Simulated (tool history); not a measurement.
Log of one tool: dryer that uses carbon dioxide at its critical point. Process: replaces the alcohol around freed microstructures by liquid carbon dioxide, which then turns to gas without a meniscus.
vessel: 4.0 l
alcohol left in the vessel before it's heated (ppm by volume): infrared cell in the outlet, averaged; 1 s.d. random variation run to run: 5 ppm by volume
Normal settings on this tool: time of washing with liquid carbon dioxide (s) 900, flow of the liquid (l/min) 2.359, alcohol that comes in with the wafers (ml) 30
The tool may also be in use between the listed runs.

run	hour	time of washing with liquid carbon dioxide (s)	flow of the liquid (l/min)	alcohol that comes in with the wafers (ml)	alcohol left in the vessel before it's heated (ppm by volume)
1	0	900	2.359	30	60
2	29.9	900	2.359	30	77
# hour 43.6: inlet filter changed
3	43.6	900	2.359	30	48
4	66.4	720	2.359	30	94
5	94.8	720	2.359	30	87
6	118.1	660	2.359	30	118
7	146.2	660	2.359	30	126
8	174.7	660	2.359	30	132
9	203	900	2.359	35	85
10	224	900	2.359	35	88
11	249.5	900	2.359	35	88
12	261.9	900	2.359	35	99
13	276.4	900	2.359	30	93
14	291.2	900	2.359	30	95
15	321.7	900	2.359	30	106
16	346.6	900	2.359	30	116
17	376.9	900	2.359	30	111
18	391.6	900	2.52	30	110
19	417	900	2.52	30	116
20	446.6	900	3.6	30	110
21	465.7	900	3.6	30	113
22	482.6	900	3.6	30	121
23	500.9	900	3.6	30	113
24	524	900	3.6	73	129
25	540.5	900	3.6	73	131
26	568.1	900	2.89	49	138
27	584.9	1200	3.58	22	132
28	610.1	1200	3.58	22	148
29	622.4	1440	3.86	39	134
30	635.8	1440	3.86	39	132
31	657.9	900	3.53	42	141
32	684.6	900	3.53	42	140
33	698	840	2.78	60	181
34	710.8	840	2.78	60	171
35	734.9	840	2.78	60	185
36	748.2	1320	2.27	60	159
37	778.3	960	2.77	50	174
38	792.9	1080	2.77	56	169
39	812.8	1380	3.93	86	170
40	832.9	900	3.03	73	188
41	860.9	1080	2.3	69	202
42	878.7	1260	2.77	97	189
# hour 882.4: inlet filter changed
43	900.4	1260	2.359	30	190
44	918	600	3.31	21	202
45	930.9	660	3.31	21	208
46	957.5	660	2.8	24	215

Branching from run 46: 3 alternative next runs. What would each branch give?
A	972.5	1140	1.43	71	?
B	972.5	540	2.359	30	?
C	972.5	660	3.57	27	?

run	alcohol left in the vessel before it's heated (ppm by volume)
A	293
B	344
C	201
The same runs, with their run-to-run variation unchanged, on a tool lacking any hidden condition would have given:
run	alcohol left in the vessel before it's heated (ppm by volume)
A	96
B	144
C	11
